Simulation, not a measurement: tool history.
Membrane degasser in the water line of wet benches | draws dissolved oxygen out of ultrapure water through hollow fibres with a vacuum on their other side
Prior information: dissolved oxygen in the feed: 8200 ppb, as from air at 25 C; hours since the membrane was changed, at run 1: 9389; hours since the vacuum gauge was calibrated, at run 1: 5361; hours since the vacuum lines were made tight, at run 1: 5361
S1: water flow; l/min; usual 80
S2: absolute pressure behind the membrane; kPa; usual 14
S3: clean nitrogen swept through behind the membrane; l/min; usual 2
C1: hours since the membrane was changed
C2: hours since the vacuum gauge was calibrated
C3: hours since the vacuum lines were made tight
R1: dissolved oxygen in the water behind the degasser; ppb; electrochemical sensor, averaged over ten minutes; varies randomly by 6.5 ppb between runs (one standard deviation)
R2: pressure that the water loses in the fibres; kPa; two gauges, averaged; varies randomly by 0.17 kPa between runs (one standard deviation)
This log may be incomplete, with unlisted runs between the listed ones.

run 1 hour=0 | S1=80 S2=14 S3=2 | C1=9389 C2=5361 C3=5361 | R1=830.5 R2=27.54
run 2 hour=302.1 | S1=80 S2=14 S3=2 | C1=9691 C2=5664 C3=5664 | R1=853.6 R2=27.28
run 3 hour=581.6 | S1=80 S2=8.7 S3=2 | C1=9971 C2=5943 C3=5943 | R1=477.2 R2=27.37
run 4 hour=863.2 | S1=80 S2=14 S3=2 | C1=10253 C2=6225 C3=6225 | R1=856.1 R2=27.66
run 5 hour=1018.9 | S1=80 S2=14 S3=2 | C1=10408 C2=6380 C3=6380 | R1=857.1 R2=27.39
run 6 hour=1190.9 | S1=80 S2=14 S3=2 | C1=10580 C2=6552 C3=6552 | R1=859.6 R2=27.66
run 7 hour=1447.1 | S1=110 S2=14 S3=2 | C1=10836 C2=6809 C3=6809 | R1=1123.6 R2=37.62
run 8 hour=1589.2 | S1=110 S2=14 S3=2 | C1=10979 C2=6951 C3=6951 | R1=1125.1 R2=37.76
run 9 hour=1863.2 | S1=110 S2=14 S3=2 | C1=11253 C2=7225 C3=7225 | R1=1107.1 R2=37.78
run 10 hour=2143.6 | S1=110 S2=20.1 S3=2 | C1=11533 C2=7505 C3=7505 | R1=1606.4 R2=38.04
run 11 hour=2340.9 | S1=126 S2=14 S3=2 | C1=11730 C2=7702 C3=7702 | R1=1256 R2=43.92
-- hour=2563.1 seals of the vacuum lines changed
run 12 hour=2575.1 | S1=126 S2=14 S3=4.17 | C1=11962 C2=7935 C3=12 | R1=814.2 R2=43.53
-- hour=2692.4 vacuum gauge calibrated
run 13 hour=2786.7 | S1=80 S2=10 S3=2 | C1=12174 C2=94 C3=223 | R1=603.1 R2=28.31
run 14 hour=2943.6 | S1=80 S2=10.4 S3=5.85 | C1=12330 C2=251 C3=380 | R1=273.8 R2=27.6
run 15 hour=3070.3 | S1=62 S2=11.3 S3=2 | C1=12457 C2=378 C3=507 | R1=547 R2=21.52
-- hour=3292 vacuum gauge calibrated, once more
run 16 hour=3369.9 | S1=62 S2=11.3 S3=2 | C1=12756 C2=78 C3=806 | R1=507 R2=21.6
run 17 hour=3605.5 | S1=95 S2=28.2 S3=1.28 | C1=12992 C2=313 C3=1041 | R1=2477.9 R2=32.87
run 18 hour=3749.9 | S1=79 S2=24.6 S3=0.8 | C1=13136 C2=458 C3=1186 | R1=2575.5 R2=27.49
run 19 hour=3907.3 | S1=80 S2=19.9 S3=2.95 | C1=13294 C2=615 C3=1343 | R1=919 R2=28.16
run 20 hour=4123.1 | S1=80 S2=19.9 S3=2.95 | C1=13509 C2=831 C3=1559 | R1=905.4 R2=27.97

Expected results for the next run?
run 21 hour=4344.6 | S1=49 S2=22.1 S3=1.37 | C1=13731 C2=1053 C3=1781 | R1=? R2=?

{"run 21": {"R1": 1220.7, "R2": 17.26}}
With the hidden condition absent and the run-to-run variation left alone, this run would have shown R1 1215.5 ppb, R2 16.12 kPa.
